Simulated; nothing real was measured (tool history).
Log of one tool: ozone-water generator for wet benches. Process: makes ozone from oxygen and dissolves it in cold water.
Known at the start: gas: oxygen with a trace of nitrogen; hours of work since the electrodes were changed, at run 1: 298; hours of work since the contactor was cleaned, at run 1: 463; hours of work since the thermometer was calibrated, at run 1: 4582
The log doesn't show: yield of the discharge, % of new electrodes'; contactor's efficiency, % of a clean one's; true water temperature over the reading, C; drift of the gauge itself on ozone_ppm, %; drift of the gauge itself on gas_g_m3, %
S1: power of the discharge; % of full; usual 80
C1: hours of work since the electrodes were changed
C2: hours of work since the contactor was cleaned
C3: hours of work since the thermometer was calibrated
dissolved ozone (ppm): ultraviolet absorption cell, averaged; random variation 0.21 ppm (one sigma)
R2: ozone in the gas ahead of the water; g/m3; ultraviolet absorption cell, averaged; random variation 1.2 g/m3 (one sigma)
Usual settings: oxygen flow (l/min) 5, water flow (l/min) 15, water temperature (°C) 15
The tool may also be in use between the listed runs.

Run 1, hour 0: usual settings; C1 298; C2 463; C3 4582. Result: dissolved ozone (ppm) 30.6, R2 220.9 g/m3.
Run 2, hour 17.6: usual settings; C1 313; C2 477; C3 4597. Result: dissolved ozone (ppm) 30.5, R2 221.7 g/m3.
Run 3, hour 44: usual settings; C1 334; C2 499; C3 4618. Result: dissolved ozone (ppm) 30.1, R2 221.6 g/m3.
Run 4, hour 66.6: usual settings; C1 352; C2 517; C3 4636. Result: dissolved ozone (ppm) 30.1, R2 221.5 g/m3.
Run 5, hour 84.1: usual settings; C1 366; C2 531; C3 4650. Result: dissolved ozone (ppm) 30.5, R2 223.2 g/m3.
Run 6, hour 120.4: usual settings; C1 396; C2 560; C3 4680. Result: dissolved ozone (ppm) 30.3, R2 219.9 g/m3.
Run 7, hour 139.6: usual settings but S1 94 % of full; C1 411; C2 576; C3 4695. Result: dissolved ozone (ppm) 34.6, R2 249.5 g/m3.
Run 8, hour 177.7: usual settings but S1 84 % of full; C1 442; C2 607; C3 4726. Result: dissolved ozone (ppm) 31.9, R2 230.8 g/m3.
Run 9, hour 211.5: usual settings but oxygen flow (l/min) 3.79; C1 469; C2 634; C3 4753. Result: dissolved ozone (ppm) 31.1, R2 262.2 g/m3.
Run 10, hour 242.6: usual settings but S1 55 % of full, oxygen flow (l/min) 3.79; C1 494; C2 659; C3 4778. Result: dissolved ozone (ppm) 23.4, R2 196.3 g/m3.
Run 11, hour 274.3: usual settings but S1 55 % of full, oxygen flow (l/min) 3.79; C1 520; C2 685; C3 4804. Result: dissolved ozone (ppm) 23.3, R2 197.7 g/m3.
Run 12, hour 309.1: usual settings but water flow (l/min) 22, water temperature (°C) 14; C1 548; C2 713; C3 4832. Result: dissolved ozone (ppm) 22.3, R2 223.5 g/m3.
Run 13, hour 343.7: usual settings but S1 62 % of full, oxygen flow (l/min) 7.94, water flow (l/min) 13, water temperature (°C) 10; C1 576; C2 741; C3 4860. Result: dissolved ozone (ppm) 27.2, R2 135.4 g/m3.
Run 14, hour 366.5: usual settings but S1 97 % of full, water temperature (°C) 10; C1 595; C2 759; C3 4879. Result: dissolved ozone (ppm) 37.8, R2 253.9 g/m3.
Run 15, hour 403.7: usual settings but S1 97 % of full, water temperature (°C) 10; C1 625; C2 789; C3 4909. Result: dissolved ozone (ppm) 37.9, R2 257.7 g/m3.
Run 16, hour 432: usual settings but S1 55 % of full, water temperature (°C) 10; C1 648; C2 812; C3 4932. Result: dissolved ozone (ppm) 24.8, R2 165.7 g/m3.
Run 17, hour 458.5: usual settings but S1 55 % of full, water temperature (°C) 10; C1 669; C2 834; C3 4953. Result: dissolved ozone (ppm) 24.5, R2 165.9 g/m3.
Run 18, hour 492.3: usual settings but S1 55 % of full, water temperature (°C) 10; C1 696; C2 861; C3 4980. Result: dissolved ozone (ppm) 25, R2 165.8 g/m3.

Forecast each of these 3 alternatives for the next run:
Run A, hour 530.2: usual settings but S1 55 % of full, oxygen flow (l/min) 5.85, water flow (l/min) 10, water temperature (°C) 11; C1 727; C2 892; C3 5011. Result: dissolved ozone (ppm) ?, R2 ?.
Run B, hour 530.2: usual settings but S1 46 % of full, water temperature (°C) 10; C1 727; C2 892; C3 5011. Result: dissolved ozone (ppm) ?, R2 ?.
Run C, hour 530.2: usual settings but S1 57 % of full, water flow (l/min) 17, water temperature (°C) 10; C1 727; C2 892; C3 5011. Result: dissolved ozone (ppm) ?, R2 ?.

run  dissolved ozone (ppm)     R2
  A                     31  150.3
  B                   21.6  147.7
  C                   22.6  168.8
Without the tool's hidden state the same runs would have given:
run  dissolved ozone (ppm)     R2
  A                     31  150.3
  B                   21.6  147.7
  C                   22.6  168.8

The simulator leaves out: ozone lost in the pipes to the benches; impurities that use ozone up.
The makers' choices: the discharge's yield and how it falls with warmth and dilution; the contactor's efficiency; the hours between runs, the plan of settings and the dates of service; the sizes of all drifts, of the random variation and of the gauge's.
